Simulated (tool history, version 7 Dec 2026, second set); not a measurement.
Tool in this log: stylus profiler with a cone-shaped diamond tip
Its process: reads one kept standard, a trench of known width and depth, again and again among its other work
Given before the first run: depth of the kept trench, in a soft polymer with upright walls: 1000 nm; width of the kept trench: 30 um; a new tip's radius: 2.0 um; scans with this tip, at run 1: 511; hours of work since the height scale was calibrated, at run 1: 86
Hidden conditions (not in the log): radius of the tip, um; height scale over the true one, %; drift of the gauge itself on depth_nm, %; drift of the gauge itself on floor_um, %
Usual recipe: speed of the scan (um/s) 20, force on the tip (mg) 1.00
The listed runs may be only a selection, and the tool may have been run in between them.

run,hour,speed of the scan (um/s),force on the tip (mg),scans with this tip,hours of work since the height scale was calibrated,depth of the trench (Å),width of the trench's floor (µm)
1,0.0,20,1.00,511,86,10085.0,26.46
2,11.3,20,1.00,556,93,10085.8,26.47
3,29.8,20,1.00,629,105,10082.6,26.40
4,41.8,20,1.00,676,113,10084.6,26.43
5,62.2,20,1.00,757,127,10080.1,26.41
6,87.0,20,1.00,855,143,10080.9,26.42
7,100.0,20,1.00,907,152,10080.6,26.42
8,117.2,20,1.42,974,163,10101.5,26.34
9,137.1,20,1.42,1053,176,10098.2,26.42
10,158.1,20,1.42,1137,190,10104.2,26.36
11,184.4,20,1.42,1241,208,10101.5,26.29
12,203.3,17,1.42,1315,220,10098.7,26.31
13,224.5,17,1.42,1399,234,10103.5,26.35
14,239.2,17,1.42,1457,244,10101.3,26.31
15,259.3,17,1.42,1537,257,10096.9,26.29
16,274.5,17,1.42,1597,268,10098.9,26.26
17,297.5,17,1.42,1688,283,10098.1,26.28
18,315.7,59,1.42,1760,295,10104.3,26.09
19,339.3,59,1.42,1853,310,10094.5,26.11
20,356.3,59,1.42,1920,322,10094.6,26.06
# hour 358.6: height scale calibrated on a step standard
21,381.9,59,1.42,2020,15,10086.6,26.07
22,393.6,59,1.42,2066,23,10087.4,26.03
# hour 411.3: height scale calibrated on a step standard, once more
23,411.9,73,1.79,2136,0,10131.3,26.07
24,427.4,73,1.79,2198,11,10131.6,26.08
25,452.4,6,1.94,2296,27,10139.6,26.18
26,475.8,46,1.00,2389,43,10087.4,26.04
27,501.8,17,0.84,2492,60,10077.8,26.08
28,519.7,17,0.84,2563,72,10080.0,26.08
29,534.7,27,1.46,2622,82,10113.0,26.09
30,553.6,59,1.48,2697,94,10114.5,25.99
31,573.3,10,2.67,2775,107,10170.0,26.11
32,593.3,10,2.67,2854,121,10167.2,26.07
33,608.6,10,2.44,2914,131,10154.6,26.07
34,624.7,41,0.34,2978,141,10037.5,25.89
35,641.4,41,0.34,3044,152,10037.9,25.85
36,660.5,41,0.34,3120,165,10039.2,25.84

Forecast run 37:
37,679.6,11,0.39,3195,178,?,?

Logged for run 37: depth of the trench (Å) 10043.1, width of the trench's floor (µm) 26.03.
The same run, on a tool lacking any hidden state, would have yielded depth of the trench (Å) 10049.8, width of the trench's floor (µm) 26.53.

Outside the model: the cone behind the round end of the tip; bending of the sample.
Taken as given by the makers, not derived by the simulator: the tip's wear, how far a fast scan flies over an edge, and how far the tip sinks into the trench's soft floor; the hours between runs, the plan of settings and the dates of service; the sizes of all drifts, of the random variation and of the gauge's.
